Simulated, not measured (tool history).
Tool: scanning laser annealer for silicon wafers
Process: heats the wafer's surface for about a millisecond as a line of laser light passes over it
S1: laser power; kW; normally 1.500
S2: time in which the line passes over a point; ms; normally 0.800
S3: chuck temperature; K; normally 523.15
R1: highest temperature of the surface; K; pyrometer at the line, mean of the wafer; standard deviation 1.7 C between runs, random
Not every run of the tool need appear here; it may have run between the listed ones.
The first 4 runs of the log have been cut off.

Run 5, day 4.262: usual settings but S1 1.548 kW. Result: R1 1243.15 K.
Run 6, day 5.188: usual settings but S3 526.15 K. Result: R1 1224.15 K.
Run 7, day 6.350: usual settings. Result: R1 1222.15 K.
Run 8, day 7.875: usual settings. Result: R1 1220.15 K.
Run 9, day 9.458: usual settings. Result: R1 1221.15 K.
Run 10, day 10.679: usual settings. Result: R1 1220.15 K.
Run 11, day 11.658: usual settings. Result: R1 1218.15 K.
Run 12, day 12.946: usual settings but S1 1.361 kW. Result: R1 1154.15 K.
Run 13, day 13.683: usual settings but S1 1.361 kW, S3 548.15 K. Result: R1 1180.15 K.
At day 14.292: window over the wafer cleaned.
Run 14, day 15.292: usual settings but S1 1.361 kW, S3 548.15 K. Result: R1 1195.15 K.
Run 15, day 16.254: usual settings but S1 1.361 kW, S3 548.15 K. Result: R1 1191.15 K.
Run 16, day 17.804: usual settings but S2 0.972 ms. Result: R1 1319.15 K.
Run 17, day 19.279: usual settings but S2 0.972 ms. Result: R1 1319.15 K.
Run 18, day 20.704: usual settings but S2 0.972 ms. Result: R1 1316.15 K.
Run 19, day 22.158: usual settings but S2 0.972 ms. Result: R1 1314.15 K.
Run 20, day 22.812: usual settings but S2 0.972 ms. Result: R1 1315.15 K.
Run 21, day 24.112: usual settings but S1 1.298 kW, S3 518.15 K. Result: R1 1130.15 K.
Run 22, day 25.471: usual settings but S1 1.491 kW, S2 0.575 ms, S3 486.15 K. Result: R1 1067.15 K.
Run 23, day 26.833: usual settings but S1 1.331 kW, S2 0.853 ms, S3 518.15 K. Result: R1 1170.15 K.
Run 24, day 27.521: usual settings but S2 0.673 ms, S3 502.15 K. Result: R1 1144.15 K.
Run 25, day 28.575: usual settings but S1 1.559 kW, S2 0.600 ms, S3 537.15 K. Result: R1 1159.15 K.
Run 26, day 29.367: usual settings but S1 1.559 kW, S2 0.600 ms, S3 537.15 K. Result: R1 1156.15 K.
Run 27, day 30.292: usual settings but S1 1.615 kW, S2 0.573 ms. Result: R1 1149.15 K.
Run 28, day 31.242: usual settings but S1 1.374 kW, S2 0.669 ms, S3 552.15 K. Result: R1 1138.15 K.

The next listed run, before its measurement:
Run 29, day 32.429: usual settings but S1 1.555 kW, S2 0.830 ms, S3 521.15 K. Result: R1 ?.

Run 29 came out at R1 1266.15 K.
Without the tool's hidden state the same run would have given R1 1275.15 K.

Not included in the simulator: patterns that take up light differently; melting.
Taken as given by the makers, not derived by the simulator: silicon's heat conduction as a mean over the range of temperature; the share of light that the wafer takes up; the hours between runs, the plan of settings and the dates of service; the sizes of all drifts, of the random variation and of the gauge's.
